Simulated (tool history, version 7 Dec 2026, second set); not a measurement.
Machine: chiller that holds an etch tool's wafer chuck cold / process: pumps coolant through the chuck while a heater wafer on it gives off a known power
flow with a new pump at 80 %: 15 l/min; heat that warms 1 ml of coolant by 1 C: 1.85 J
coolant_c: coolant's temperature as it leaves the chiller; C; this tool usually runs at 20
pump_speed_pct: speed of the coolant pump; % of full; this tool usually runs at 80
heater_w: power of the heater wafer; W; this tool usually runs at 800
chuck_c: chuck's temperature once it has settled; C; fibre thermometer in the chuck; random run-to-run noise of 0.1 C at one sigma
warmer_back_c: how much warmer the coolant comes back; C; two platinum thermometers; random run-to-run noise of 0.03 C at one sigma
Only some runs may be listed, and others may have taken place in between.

run	hour	coolant_c	pump_speed_pct	heater_w	chuck_c	warmer_back_c
1	0	20	80	800	26	1.72
2	26.9	20	80	800	26.1	1.77
3	65.5	20	80	800	26.2	1.77
4	87.2	20	80	800	26	1.72
5	118.2	20	80	800	26.1	1.75
6	148.6	20	80	800	26.1	1.76
7	173	20	80	800	26.2	1.74
8	209.9	20	93	800	25.3	1.51
9	236.3	20	80	800	26	1.77
10	266.4	20	80	800	26.1	1.77
11	309.1	20	80	800	26.1	1.76
12	339.1	24	93	821	29.6	1.53
13	380.3	24	93	821	29.6	1.55
# hour 388.9: coolant pump overhauled
14	406	16	90	677	20.7	1.33
15	438.4	16	90	677	20.7	1.31
16	459.2	15	78	615	20	1.42
17	493.5	12	78	845	18.6	1.91
18	536.4	12	78	845	18.7	1.91
19	554	12	78	845	18.7	1.96
# hour 576.4: coolant pump overhauled, once more
20	583.1	12	78	845	18.6	1.85
21	612.4	20	80	884	26.8	1.94

Here are 5 independent what-if runs from the current tool condition. What would each one return?
A	632.7	22	80	800	?	?
B	632.7	12	67	444	?	?
C	632.7	19	86	457	?	?
D	632.7	14	75	879	?	?
E	632.7	20	80	760	?	?

run	chuck_c	warmer_back_c
A	28.1	1.75
B	16	1.17
C	22.5	0.94
D	21.1	2.01
E	25.8	1.65
The same runs, with their run-to-run variation unchanged, on a tool lacking any hidden condition would have given:
run	chuck_c	warmer_back_c
A	27.8	1.73
B	15.7	1.16
C	22.2	0.93
D	20.7	1.98
E	25.6	1.63
